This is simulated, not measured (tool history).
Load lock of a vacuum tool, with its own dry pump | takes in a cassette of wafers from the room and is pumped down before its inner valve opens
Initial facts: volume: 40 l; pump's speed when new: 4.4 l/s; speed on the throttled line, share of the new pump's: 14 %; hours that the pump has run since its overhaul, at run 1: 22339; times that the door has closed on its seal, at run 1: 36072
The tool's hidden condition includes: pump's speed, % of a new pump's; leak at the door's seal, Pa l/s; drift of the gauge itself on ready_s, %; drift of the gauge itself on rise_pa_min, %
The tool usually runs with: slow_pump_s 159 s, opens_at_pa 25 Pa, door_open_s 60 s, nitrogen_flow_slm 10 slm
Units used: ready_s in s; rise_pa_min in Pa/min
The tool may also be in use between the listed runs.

run,hour,slow_pump_s,opens_at_pa,door_open_s,nitrogen_flow_slm,hours that the pump has run since its overhaul,times that the door has closed on its seal,"incoming humidity of the room's air, %",ready_s,rise_pa_min
1,0.0,159,25,60,10,22339,36072,51.9,222.8,0.481
2,525.1,159,25,60,10,22864,37387,45.9,223.7,0.505
3,1182.7,93,25,60,10,23522,39033,42.6,169.0,0.536
4,1543.8,92,25,60,10,23883,39937,44.5,170.2,0.551
5,2111.8,159,25,60,10,24451,41359,45.0,225.5,0.594
# hour 2214.6: dry pump taken out, an overhauled one fitted
# hour 2216.1: door's seal changed, seat wiped
6,2557.3,159,25,60,10,341,854,50.1,213.2,0.070
7,3030.2,159,25,60,10,814,2038,46.0,215.1,0.074
8,3653.3,159,25,60,10,1437,3598,45.8,212.0,0.087
9,4313.8,159,25,60,10,2098,5251,41.6,212.0,0.091
10,4779.9,89,25,60,10,2564,6418,46.5,153.0,0.109
11,5442.5,89,25,177,10,3226,8077,47.0,154.9,0.178
12,6015.4,131,25,177,10,3799,9512,45.5,190.4,0.188
13,6546.6,131,25,177,10,4331,10842,45.8,190.0,0.202
14,6911.3,174,25,60,10,4695,11754,43.5,229.1,0.155
15,7374.6,270,28,82,9,5158,12914,42.3,312.3,0.175
16,7914.7,270,28,82,9,5699,14267,45.5,309.5,0.194
17,8233.9,270,28,82,9,6018,15066,43.0,308.7,0.198
18,8682.3,84,27,30,6,6466,16189,46.4,150.7,0.190
19,9199.0,159,23,60,15,6983,17482,47.7,217.0,0.217
20,9896.1,159,38,72,10,7680,19227,45.6,212.8,0.261
21,10505.9,159,25,53,12,8290,20754,43.0,218.6,0.262
22,10947.7,170,49,29,12,8732,21860,49.1,219.5,0.269
23,11294.4,170,49,29,12,9078,22728,44.1,219.6,0.285
24,11733.8,159,20,90,10,9518,23828,45.2,221.4,0.342
25,12222.1,159,30,36,10,10006,25051,46.1,214.5,0.335
26,12598.4,128,33,60,6,10382,25993,44.1,186.6,0.369
27,13012.4,109,29,60,6,10796,27029,42.0,172.9,0.381

Consider 4 possible next runs. They are alternatives, not a sequence: every one starts from the tool as it was left by run 27. What does each give?
A,13644.5,179,50,41,6,11428,28612,45.0,?,?
B,13644.5,109,26,60,6,11428,28612,47.3,?,?
C,13644.5,89,25,60,10,11428,28612,45.4,?,?
D,13644.5,163,25,226,16,11428,28612,44.5,?,?

run,ready_s,rise_pa_min
A,227.2,0.406
B,174.1,0.414
C,157.9,0.410
D,223.4,0.449
With no hidden state in the tool, these same runs would have given:
run,ready_s,rise_pa_min
A,223.1,0.057
B,168.8,0.072
C,152.3,0.064
D,218.4,0.115

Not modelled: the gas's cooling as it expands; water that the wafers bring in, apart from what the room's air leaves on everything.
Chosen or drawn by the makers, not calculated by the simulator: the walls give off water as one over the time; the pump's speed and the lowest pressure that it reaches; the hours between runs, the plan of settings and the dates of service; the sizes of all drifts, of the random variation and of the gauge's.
